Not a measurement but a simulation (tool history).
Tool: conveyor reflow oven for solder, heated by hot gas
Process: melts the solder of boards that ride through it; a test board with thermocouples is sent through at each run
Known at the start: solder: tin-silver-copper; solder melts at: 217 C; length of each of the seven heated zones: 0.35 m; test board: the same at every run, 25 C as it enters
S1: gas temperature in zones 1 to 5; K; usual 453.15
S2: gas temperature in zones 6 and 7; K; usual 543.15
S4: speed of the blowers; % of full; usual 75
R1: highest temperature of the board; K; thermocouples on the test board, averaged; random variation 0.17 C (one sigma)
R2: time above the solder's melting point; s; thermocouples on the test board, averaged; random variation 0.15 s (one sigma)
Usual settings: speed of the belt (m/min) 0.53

{"run": 1, "hour": 0.0, "S1": 453.15, "S2": 543.15, "speed of the belt (m/min)": 0.53, "S4": 75, "R1": 527.65, "R2": 63.1}
{"run": 2, "hour": 40.0, "S1": 453.15, "S2": 537.15, "speed of the belt (m/min)": 0.53, "S4": 75, "R1": 522.95, "R2": 59.1}
{"run": 3, "hour": 104.7, "S1": 453.15, "S2": 543.15, "speed of the belt (m/min)": 0.53, "S4": 75, "R1": 527.85, "R2": 63.1}
{"run": 4, "hour": 145.8, "S1": 453.15, "S2": 543.15, "speed of the belt (m/min)": 0.631, "S4": 75, "R1": 521.45, "R2": 47.6}
{"hour": 164.5, "done": "flux residue cleaned out of gas plates and filters"}
{"run": 5, "hour": 199.5, "S1": 453.15, "S2": 543.15, "speed of the belt (m/min)": 0.631, "S4": 75, "R1": 522.95, "R2": 48.6}
{"run": 6, "hour": 269.5, "S1": 453.15, "S2": 543.15, "speed of the belt (m/min)": 0.631, "S4": 75, "R1": 522.75, "R2": 48.7}
{"run": 7, "hour": 340.2, "S1": 453.15, "S2": 543.15, "speed of the belt (m/min)": 0.53, "S4": 88, "R1": 530.25, "R2": 65.3}
{"run": 8, "hour": 396.7, "S1": 453.15, "S2": 543.15, "speed of the belt (m/min)": 0.53, "S4": 88, "R1": 530.55, "R2": 65.1}
{"run": 9, "hour": 456.2, "S1": 453.15, "S2": 543.15, "speed of the belt (m/min)": 0.53, "S4": 88, "R1": 530.45, "R2": 65.1}
{"run": 10, "hour": 517.7, "S1": 453.15, "S2": 543.15, "speed of the belt (m/min)": 0.445, "S4": 88, "R1": 534.85, "R2": 82.1}
{"hour": 559.1, "done": "flux residue cleaned out of gas plates and filters"}
{"run": 11, "hour": 582.7, "S1": 453.15, "S2": 543.15, "speed of the belt (m/min)": 0.576, "S4": 75, "R1": 526.35, "R2": 56.9}
{"run": 12, "hour": 626.3, "S1": 453.15, "S2": 543.15, "speed of the belt (m/min)": 0.53, "S4": 75, "R1": 529.25, "R2": 64.4}
{"run": 13, "hour": 683.0, "S1": 453.15, "S2": 543.15, "speed of the belt (m/min)": 0.53, "S4": 75, "R1": 529.35, "R2": 64.3}
{"hour": 692.5, "done": "belt drive overhauled, speed set with a stopwatch"}
{"run": 14, "hour": 747.8, "S1": 453.15, "S2": 543.15, "speed of the belt (m/min)": 0.524, "S4": 67, "R1": 528.35, "R2": 64.2}
{"run": 15, "hour": 813.7, "S1": 454.15, "S2": 544.15, "speed of the belt (m/min)": 0.63, "S4": 89, "R1": 526.95, "R2": 52.5}
{"run": 16, "hour": 863.4, "S1": 454.15, "S2": 544.15, "speed of the belt (m/min)": 0.63, "S4": 89, "R1": 526.65, "R2": 52.3}
{"run": 17, "hour": 909.6, "S1": 453.15, "S2": 538.15, "speed of the belt (m/min)": 0.53, "S4": 70, "R1": 523.95, "R2": 61}
{"hour": 957.7, "done": "flux residue cleaned out of gas plates and filters"}
{"run": 18, "hour": 983.1, "S1": 468.15, "S2": 538.15, "speed of the belt (m/min)": 0.53, "S4": 70, "R1": 527.55, "R2": 70.6}
{"hour": 1002.4, "done": "belt drive overhauled, speed set with a stopwatch, once more"}
{"run": 19, "hour": 1041.2, "S1": 468.15, "S2": 538.15, "speed of the belt (m/min)": 0.53, "S4": 70, "R1": 527.45, "R2": 69.8}
{"run": 20, "hour": 1101.1, "S1": 450.15, "S2": 554.15, "speed of the belt (m/min)": 0.53, "S4": 75, "R1": 538.95, "R2": 68.8}
{"run": 21, "hour": 1144.6, "S1": 450.15, "S2": 554.15, "speed of the belt (m/min)": 0.53, "S4": 75, "R1": 539.05, "R2": 69}
{"run": 22, "hour": 1207.1, "S1": 450.15, "S2": 554.15, "speed of the belt (m/min)": 0.53, "S4": 75, "R1": 539.15, "R2": 69.1}
{"run": 23, "hour": 1256.4, "S1": 453.15, "S2": 556.15, "speed of the belt (m/min)": 0.615, "S4": 81, "R1": 536.65, "R2": 58.8}

4 ways to go on from here, each from the tool as it stands after run 23. What would each give?
{"run": "A", "hour": 1325.6, "S1": 453.15, "S2": 536.15, "speed of the belt (m/min)": 0.53, "S4": 75, "R1": "?", "R2": "?"}
{"run": "B", "hour": 1325.6, "S1": 457.15, "S2": 549.15, "speed of the belt (m/min)": 0.615, "S4": 75, "R1": "?", "R2": "?"}
{"run": "C", "hour": 1325.6, "S1": 465.15, "S2": 555.15, "speed of the belt (m/min)": 0.53, "S4": 73, "R1": "?", "R2": "?"}
{"run": "D", "hour": 1325.6, "S1": 453.15, "S2": 556.15, "speed of the belt (m/min)": 0.54, "S4": 81, "R1": "?", "R2": "?"}

run=A R1=523.75 R2=60.3
run=B R1=530.45 R2=56.6
run=C R1=542.05 R2=76.3
run=D R1=541.45 R2=69.7
Without the tool's hidden state the same runs would have given:
run=A R1=522.25 R2=59.2
run=B R1=529.15 R2=55.9
run=C R1=540.55 R2=75.3
run=D R1=540.05 R2=68.9
